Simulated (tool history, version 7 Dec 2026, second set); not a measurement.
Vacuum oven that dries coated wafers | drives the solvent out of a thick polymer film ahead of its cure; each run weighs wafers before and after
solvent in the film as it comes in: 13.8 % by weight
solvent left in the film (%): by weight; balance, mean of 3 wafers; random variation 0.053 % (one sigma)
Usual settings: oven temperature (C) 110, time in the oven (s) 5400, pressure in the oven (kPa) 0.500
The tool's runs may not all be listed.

Run 1, day 0.000: usual settings. Result: solvent left in the film (%) 1.95.
Run 2, day 2.225: usual settings. Result: solvent left in the film (%) 2.02.
Run 3, day 3.875: usual settings. Result: solvent left in the film (%) 2.09.
Run 4, day 6.367: usual settings. Result: solvent left in the film (%) 1.94.
At day 7.542: oven's thermocouples calibrated.
Run 5, day 8.971: usual settings. Result: solvent left in the film (%) 1.85.
Run 6, day 11.500: usual settings. Result: solvent left in the film (%) 1.89.
Run 7, day 13.708: usual settings. Result: solvent left in the film (%) 1.92.
Run 8, day 15.017: usual settings. Result: solvent left in the film (%) 1.76.
Run 9, day 16.488: usual settings. Result: solvent left in the film (%) 1.86.
Run 10, day 17.642: usual settings but time in the oven (s) 9660. Result: solvent left in the film (%) 0.99.
Run 11, day 20.025: usual settings but time in the oven (s) 9660. Result: solvent left in the film (%) 0.94.
Run 12, day 21.462: usual settings but time in the oven (s) 9660. Result: solvent left in the film (%) 0.94.
Run 13, day 23.212: usual settings but time in the oven (s) 9660. Result: solvent left in the film (%) 0.96.
Run 14, day 25.383: usual settings but pressure in the oven (kPa) 0.457. Result: solvent left in the film (%) 1.87.
Run 15, day 27.288: usual settings but pressure in the oven (kPa) 0.457. Result: solvent left in the film (%) 1.96.
Run 16, day 29.725: usual settings but pressure in the oven (kPa) 0.457. Result: solvent left in the film (%) 1.94.
Run 17, day 32.117: usual settings but pressure in the oven (kPa) 0.457. Result: solvent left in the film (%) 2.01.
Run 18, day 34.596: usual settings but pressure in the oven (kPa) 0.457. Result: solvent left in the film (%) 2.08.
Run 19, day 35.892: usual settings but oven temperature (C) 100, time in the oven (s) 4860. Result: solvent left in the film (%) 4.26.
Run 20, day 38.050: usual settings but time in the oven (s) 4440, pressure in the oven (kPa) 1.148. Result: solvent left in the film (%) 3.24.
Run 21, day 39.554: usual settings but time in the oven (s) 4440, pressure in the oven (kPa) 1.148. Result: solvent left in the film (%) 3.31.
Run 22, day 41.638: usual settings but time in the oven (s) 4440, pressure in the oven (kPa) 1.148. Result: solvent left in the film (%) 3.23.
Run 23, day 43.254: usual settings but time in the oven (s) 4440, pressure in the oven (kPa) 1.148. Result: solvent left in the film (%) 3.32.
Run 24, day 45.475: usual settings but time in the oven (s) 5820, pressure in the oven (kPa) 1.148. Result: solvent left in the film (%) 2.55.
Run 25, day 47.950: usual settings but time in the oven (s) 6240, pressure in the oven (kPa) 0.370. Result: solvent left in the film (%) 1.67.
Run 26, day 49.271: usual settings but oven temperature (C) 107, time in the oven (s) 4200, pressure in the oven (kPa) 0.672. Result: solvent left in the film (%) 3.59.
Run 27, day 50.429: usual settings but oven temperature (C) 98, time in the oven (s) 7140, pressure in the oven (kPa) 1.298. Result: solvent left in the film (%) 4.29.
At day 51.296: oven's thermocouples calibrated.
Run 28, day 51.825: usual settings but time in the oven (s) 7980. Result: solvent left in the film (%) 1.29.
Run 29, day 53.379: usual settings but oven temperature (C) 114, time in the oven (s) 2820, pressure in the oven (kPa) 1.873. Result: solvent left in the film (%) 4.27.
Run 30, day 55.738: usual settings but oven temperature (C) 100, pressure in the oven (kPa) 0.849. Result: solvent left in the film (%) 4.02.
Run 31, day 57.142: usual settings but oven temperature (C) 101, time in the oven (s) 4680, pressure in the oven (kPa) 0.757. Result: solvent left in the film (%) 4.38.
Run 32, day 58.933: usual settings but oven temperature (C) 124, time in the oven (s) 8280, pressure in the oven (kPa) 1.213. Result: solvent left in the film (%) 0.99.
Run 33, day 60.988: usual settings but oven temperature (C) 124, time in the oven (s) 8280, pressure in the oven (kPa) 1.213. Result: solvent left in the film (%) 1.00.
Run 34, day 62.346: usual settings but oven temperature (C) 96, time in the oven (s) 3420, pressure in the oven (kPa) 0.371. Result: solvent left in the film (%) 6.03.
Run 35, day 64.600: usual settings but oven temperature (C) 99, time in the oven (s) 6600, pressure in the oven (kPa) 0.371. Result: solvent left in the film (%) 3.15.
Run 36, day 66.250: usual settings but oven temperature (C) 99, time in the oven (s) 6600, pressure in the oven (kPa) 0.371. Result: solvent left in the film (%) 3.13.

3 ways to go on from here, each from the tool as it stands after run 36. What would each give?
Run A, day 67.754: usual settings but oven temperature (C) 109, pressure in the oven (kPa) 0.285. Result: solvent left in the film (%) ?.
Run B, day 67.754: usual settings but oven temperature (C) 121, pressure in the oven (kPa) 0.822. Result: solvent left in the film (%) ?.
Run C, day 67.754: usual settings but oven temperature (C) 113, time in the oven (s) 5280, pressure in the oven (kPa) 0.592. Result: solvent left in the film (%) ?.

run  solvent left in the film (%)
  A                          2.09
  B                          1.14
  C                          1.84
Without the tool's hidden state the same runs would have given:
run  solvent left in the film (%)
  A                          1.59
  B                          0.78
  C                          1.40
